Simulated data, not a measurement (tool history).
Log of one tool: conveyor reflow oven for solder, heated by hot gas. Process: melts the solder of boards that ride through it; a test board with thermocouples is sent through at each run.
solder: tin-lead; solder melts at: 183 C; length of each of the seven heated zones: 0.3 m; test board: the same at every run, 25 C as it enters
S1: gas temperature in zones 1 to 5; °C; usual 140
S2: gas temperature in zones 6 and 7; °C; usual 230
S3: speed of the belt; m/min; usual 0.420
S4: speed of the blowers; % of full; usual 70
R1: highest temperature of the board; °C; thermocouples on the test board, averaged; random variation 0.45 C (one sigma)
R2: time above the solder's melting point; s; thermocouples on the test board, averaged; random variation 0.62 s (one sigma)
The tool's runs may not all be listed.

run,hour,S1,S2,S3,S4,R1,R2
1,0.0,140,230,0.420,70,211.1,58.8
2,38.9,140,236,0.420,70,215.4,63.4
3,75.4,140,236,0.420,70,215.3,63.4
4,95.5,140,236,0.420,70,216.1,64.1
5,120.2,140,230,0.420,70,210.9,57.9
6,142.4,140,230,0.420,70,210.2,57.4
7,177.0,140,230,0.420,70,210.1,57.6
# hour 204.8: flux residue cleaned out of gas plates and filters
8,210.1,140,230,0.420,70,214.7,64.1
9,227.3,140,237,0.420,70,220.8,68.1
10,252.7,140,237,0.420,70,221.2,68.8
11,280.5,140,237,0.420,70,221.0,68.5
12,314.9,140,237,0.420,70,221.0,68.4
13,353.8,140,230,0.420,70,214.8,63.8
14,374.8,140,230,0.420,70,215.4,62.8
15,408.8,140,230,0.372,70,217.6,76.9
16,446.8,140,230,0.420,70,214.7,62.3
17,485.1,140,230,0.420,70,213.5,62.6
18,526.6,138,232,0.384,68,218.2,73.3
19,561.6,138,232,0.384,68,218.1,71.7
20,591.5,138,232,0.384,68,217.9,72.2
21,613.0,143,239,0.464,66,217.4,59.6
22,648.7,142,237,0.447,66,217.3,61.5
23,679.7,142,242,0.447,58,220.1,63.6
24,717.8,140,230,0.361,70,218.2,78.5
25,749.3,140,230,0.361,70,218.9,77.6
26,787.4,144,231,0.392,65,216.9,70.7
27,824.9,140,230,0.428,72,212.8,59.6
28,845.2,140,228,0.360,70,216.1,76.0
29,866.4,140,230,0.435,70,211.3,57.5
30,884.6,140,230,0.348,87,220.7,82.9
31,901.9,142,230,0.454,58,208.7,51.6

Hidden state or all else? Some run-to-run changes of R1, split into what the settings, what came in and random variation would give without the hidden state, and what is left for the hidden state (with any gauge scatter that isn't in both results):
The hidden state here: heat that the gas passes to the board, % of a clean oven's; belt's true speed, % of the reading; true gas temperature in zones 6 and 7 over the reading, C; drift of the gauge itself on peak_c, C; drift of the gauge itself on liquid_s, %.
Run 7 -> 8: flux residue cleaned out of gas plates and filters. R1 +4.6 °C: hidden state +4.9, all else -0.3.
Run 12 -> 13: S2 237 -> 230. R1 -6.2 °C: hidden state -0.1, all else -6.1.
Run 28 -> 29: S2 228 -> 230, S3 0.360 -> 0.435. R1 -4.8 °C: hidden state -0.8, all else -4.0.
Run 29 -> 30: S3 0.435 -> 0.348, S4 70 -> 87. R1 +9.4 °C: hidden state +0.8, all else +8.6.
Run 30 -> 31: S1 140 -> 142, S3 0.348 -> 0.454, S4 87 -> 58. R1 -12.0 °C: hidden state -1.0, all else -11.0.
